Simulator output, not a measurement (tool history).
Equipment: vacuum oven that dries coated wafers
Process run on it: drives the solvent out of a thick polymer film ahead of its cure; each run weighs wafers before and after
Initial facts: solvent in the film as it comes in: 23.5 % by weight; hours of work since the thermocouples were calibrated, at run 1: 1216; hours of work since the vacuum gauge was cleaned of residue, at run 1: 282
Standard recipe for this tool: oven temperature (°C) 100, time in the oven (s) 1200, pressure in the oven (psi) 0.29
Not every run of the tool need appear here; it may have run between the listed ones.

run	hour	oven temperature (°C)	time in the oven (s)	pressure in the oven (psi)	hours of work since the thermocouples were calibrated	hours of work since the vacuum gauge was cleaned of residue	solvent left in the film (%)
1	0	100	1200	0.29	1216	282	3.99
2	20.4	100	1200	0.29	1230	296	3.92
3	62.6	100	1200	0.145	1260	326	3.34
4	95.3	95	1200	0.145	1283	349	5.03
5	121.3	100	1800	0.29	1301	367	2.37
6	160.9	100	1800	0.29	1329	395	2.4
7	195.8	100	1800	0.29	1353	419	2.37
8	226.5	100	1800	0.29	1375	441	2.36
9	259.4	100	1200	0.29	1398	464	3.94
10	282	100	1200	0.29	1414	480	3.89
11	313.7	100	1200	0.29	1436	502	3.93
12	352.5	100	1200	0.29	1464	529	3.9
13	389.2	100	1200	0.29	1489	555	3.88
14	408	111	1200	0.29	1503	568	1.52
15	438.6	111	1200	0.29	1524	590	1.56
16	466.6	111	1200	0.29	1544	609	1.57
# hour 494: oven's thermocouples calibrated
17	499.4	100	1200	0.432	4	631	5.04
18	538.2	100	1200	0.432	31	658	5.04
19	575.8	100	1200	0.29	57	685	4.47
20	595.3	100	1200	0.29	71	698	4.45
21	618.2	100	1200	0.29	87	715	4.48
22	656.5	106	1200	0.29	114	741	2.76
23	696	100	1200	0.687	142	769	6.07
24	713.7	100	1200	0.589	154	782	5.72
25	741.6	100	1200	0.589	174	801	5.69
26	781	110	900	0.589	202	829	3.86
27	819.6	100	1680	0.29	229	856	3
28	841	111	1200	0.471	244	871	2.4
29	881.6	93	840	0.29	272	900	9.28
30	918.3	93	840	0.29	298	925	9.23
31	951.1	93	840	0.29	321	948	9.25
32	985.3	100	2040	0.4	345	973	2.98
33	1004.6	103	1200	0.534	359	986	4.44
34	1033.1	110	720	0.29	379	1006	3.94
35	1072.5	110	720	0.29	406	1034	3.89
36	1112.7	112	1680	0.331	435	1062	1.39
37	1148.9	86	1200	0.27	460	1087	9.73
38	1184.7	86	1200	0.27	485	1113	9.72
39	1226.3	96	1320	0.29	515	1142	5.23
40	1251.3	96	1320	0.29	532	1159	5.21
41	1272.6	96	1320	0.29	547	1174	5.19
42	1309.9	103	1320	0.165	573	1201	2.61
43	1340.2	91	2160	0.29	595	1222	4.52
44	1374	112	1260	0.293	618	1246	1.6
45	1416.5	113	1020	0.928	648	1275	3.74
46	1458.5	103	900	0.29	678	1305	4.88
47	1495.9	98	900	0.29	704	1331	6.7

Branching from run 47: 4 alternative next runs. What would each branch give?
A	1526	113	1260	0.608	725	1352	?
B	1526	113	1320	0.209	725	1352	?
C	1526	103	900	0.397	725	1352	?
D	1526	113	1440	0.674	725	1352	?

run	solvent left in the film (%)
A	2.4
B	1.2
C	5.25
D	2.47
Without the tool's hidden state the same runs would have given:
run	solvent left in the film (%)
A	2.38
B	1.09
C	5.55
D	2.41

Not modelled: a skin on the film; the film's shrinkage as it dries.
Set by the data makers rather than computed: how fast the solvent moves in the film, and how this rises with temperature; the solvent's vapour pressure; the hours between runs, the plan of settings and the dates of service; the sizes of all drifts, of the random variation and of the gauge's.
